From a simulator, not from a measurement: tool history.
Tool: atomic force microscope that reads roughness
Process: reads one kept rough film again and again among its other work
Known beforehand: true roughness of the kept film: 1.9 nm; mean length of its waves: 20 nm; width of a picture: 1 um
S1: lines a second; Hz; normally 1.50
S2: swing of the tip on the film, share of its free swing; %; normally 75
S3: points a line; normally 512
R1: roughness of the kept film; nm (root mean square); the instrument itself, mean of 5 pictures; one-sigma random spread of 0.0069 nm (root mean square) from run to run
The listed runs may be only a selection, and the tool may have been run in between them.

run	hour	S1	S2	S3	R1
1	0.0	1.50	75	512	1.233
2	53.2	0.62	75	512	1.129
# hour 60.8: new tip fitted
3	107.2	1.50	75	512	1.177
# hour 154.7: new tip fitted
4	155.1	1.50	75	512	1.351
5	208.6	1.50	75	512	1.132
6	239.4	1.50	75	359	1.035
# hour 248.7: new tip fitted
7	269.9	1.50	75	512	1.279
8	313.1	1.50	89	512	1.015
9	336.8	1.50	89	512	0.958
# hour 342.5: new tip fitted
10	362.0	2.04	75	512	1.230
11	393.6	3.38	75	512	1.006
12	417.1	3.38	75	512	0.948
# hour 437.8: new tip fitted
13	450.2	0.56	75	512	1.430
14	498.2	0.56	75	512	1.213
# hour 534.8: new tip fitted
15	538.1	0.56	75	512	1.452
16	576.8	0.56	75	512	1.286
# hour 629.7: new tip fitted
17	632.8	0.56	78	512	1.437
18	680.0	1.50	64	512	1.237
# hour 722.5: new tip fitted
19	722.5	1.50	88	512	1.234
20	778.8	1.50	57	512	1.239
21	806.7	1.50	57	773	1.148
# hour 820.2: new tip fitted
22	863.4	1.50	57	455	1.274
# hour 914.3: new tip fitted
23	916.5	1.50	57	455	1.453
24	970.4	1.33	75	512	1.157
# hour 1009.8: new tip fitted
25	1017.7	1.50	75	512	1.329
26	1054.5	1.50	75	512	1.162
27	1094.7	1.78	79	611	0.985
# hour 1103.9: new tip fitted
28	1117.9	1.42	67	471	1.358
29	1148.0	1.86	72	515	1.174
30	1194.6	1.86	72	515	1.037
# hour 1199.0: new tip fitted
31	1224.1	1.50	61	512	1.353
32	1252.0	3.66	75	420	0.971
33	1278.7	3.66	75	420	0.909
# hour 1292.1: new tip fitted
34	1324.5	1.45	75	513	1.217
35	1360.8	2.83	61	959	1.111
# hour 1384.8: new tip fitted
36	1391.0	0.54	68	410	1.453
37	1426.2	0.54	68	436	1.307
38	1471.0	0.54	68	436	1.126
# hour 1480.2: new tip fitted
39	1518.7	1.16	83	862	1.210
40	1546.6	0.58	72	780	1.219
# hour 1574.1: new tip fitted
41	1596.6	3.05	73	780	1.140
# hour 1651.7: height scale calibrated on a step standard
42	1651.7	2.80	70	852	1.048
# hour 1669.1: new tip fitted
43	1689.5	2.80	70	852	1.248
44	1716.4	1.32	55	906	1.338
45	1742.1	1.32	60	815	1.210
# hour 1761.6: new tip fitted
46	1771.4	1.32	60	815	1.442
47	1794.9	1.32	60	419	1.328
48	1843.4	1.32	60	419	1.145
# hour 1855.2: new tip fitted
49	1897.1	1.32	58	699	1.320
50	1922.5	1.32	58	699	1.227
# hour 1949.6: new tip fitted
51	1955.5	1.32	58	699	1.466

Consider 3 possible next runs. They are alternatives, not a sequence: every one starts from the tool as it was left by run 51. What does each give?
A	2010.7	1.32	80	699	?
B	2010.7	1.50	67	512	?
C	2010.7	2.30	75	512	?

run	R1
A	1.105
B	1.182
C	1.056
Without the tool's unlogged condition, the same runs would have read:
run	R1
A	1.372
B	1.465
C	1.308

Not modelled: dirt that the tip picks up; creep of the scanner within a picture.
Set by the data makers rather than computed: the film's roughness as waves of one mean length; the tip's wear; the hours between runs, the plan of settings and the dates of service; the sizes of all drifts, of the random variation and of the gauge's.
